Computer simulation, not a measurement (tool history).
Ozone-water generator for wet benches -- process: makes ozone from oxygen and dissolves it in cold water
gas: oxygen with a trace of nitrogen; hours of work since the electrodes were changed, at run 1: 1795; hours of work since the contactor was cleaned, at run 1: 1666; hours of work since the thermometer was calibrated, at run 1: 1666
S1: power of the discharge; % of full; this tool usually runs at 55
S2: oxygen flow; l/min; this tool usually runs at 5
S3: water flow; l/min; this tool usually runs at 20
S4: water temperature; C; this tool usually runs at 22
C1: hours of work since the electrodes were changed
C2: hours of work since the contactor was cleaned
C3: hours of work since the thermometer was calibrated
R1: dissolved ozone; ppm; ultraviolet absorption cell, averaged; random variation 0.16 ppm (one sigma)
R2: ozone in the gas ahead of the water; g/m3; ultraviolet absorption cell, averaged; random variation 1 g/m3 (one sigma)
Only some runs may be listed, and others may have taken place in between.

run,hour,S1,S2,S3,S4,C1,C2,C3,R1,R2
1,0,55,5,20,22,1795,1666,1666,18.5,167.6
2,177.8,55,5,20,22,1909,1780,1780,18.4,165.4
3,375,55,2.72,20,22,2036,1907,1907,18,233.9
4,474.5,55,2.72,20,22,2100,1971,1971,17.8,235.7
5,679.6,55,2.72,20,22,2232,2103,2103,17.8,232.8
6,869.3,55,2.74,20,22,2354,2225,2225,17.7,232.8
7,1013.3,55,2.74,13,22,2446,2317,2317,24.5,232.4
8,1159.6,55,2.74,13,22,2540,2411,2411,24.7,227.3
# hour 1179.6: water thermometer calibrated
9,1301.5,55,2.74,13,22,2631,2502,78,24.4,230
10,1460.7,55,2.74,13,21,2734,2605,181,24.8,228.9
11,1619.5,55,2.74,13,21,2836,2707,283,24.4,227.8
12,1776.7,55,5,20,22,2937,2808,384,17.8,161.1
13,1937.4,55,5,20,22,3040,2911,487,17.6,161.6
14,2096.4,55,5,20,22,3142,3013,589,17.7,161.1
15,2246.1,55,5,20,22,3238,3109,686,17.5,160.7
16,2341.4,55,5,20,22,3300,3171,747,17.5,160
17,2436.5,43,6.83,23,22,3361,3232,808,13,111.2
# hour 2506.3: water thermometer calibrated, once more
18,2591.6,43,6.99,23,14,3460,3331,55,14.7,111.2
19,2696.7,43,6.99,23,14,3528,3399,122,14.8,110.8
20,2901.4,75,4,21,15,3659,3530,254,22.4,223.5
21,3034.3,44,3.73,21,15,3745,3616,339,15.6,160.4
22,3140.3,55,2.54,30,22,3813,3684,408,11.3,232.9
23,3315.8,93,7.39,16,17,3926,3797,520,29.7,180.9
24,3422.5,93,7.39,16,17,3994,3865,589,29.7,180.3
25,3592,88,7.39,16,29,4103,3974,698,22.4,172.6
26,3755.8,55,3.27,26,28,4209,4080,803,12.8,197
27,3872.8,71,3,25,26,4284,4155,878,15.6,246.1
# hour 4045.3: contactor cleaned
28,4045.3,71,3,25,26,4392,0,987,16.2,247
29,4146.4,45,3.97,14,15,4457,65,1052,21.5,154.7

Alternative continuations, all from the tool just after run 29; predict every row:
A,4277.4,81,3.56,13,15,4541,149,1136,?,?
B,4277.4,45,3.97,31,15,4541,149,1136,?,?
C,4277.4,86,5.4,20,22,4541,149,1136,?,?
D,4277.4,55,5,20,16,4541,149,1136,?,?

run,R1,R2
A,33.6,243.1
B,11.2,153.1
C,23.4,200.1
D,18.7,153.1
What these runs would have given with no unlogged condition in the tool:
run,R1,R2
A,40.6,292.1
B,12.6,171.3
C,28.5,242.2
D,21.6,175.5

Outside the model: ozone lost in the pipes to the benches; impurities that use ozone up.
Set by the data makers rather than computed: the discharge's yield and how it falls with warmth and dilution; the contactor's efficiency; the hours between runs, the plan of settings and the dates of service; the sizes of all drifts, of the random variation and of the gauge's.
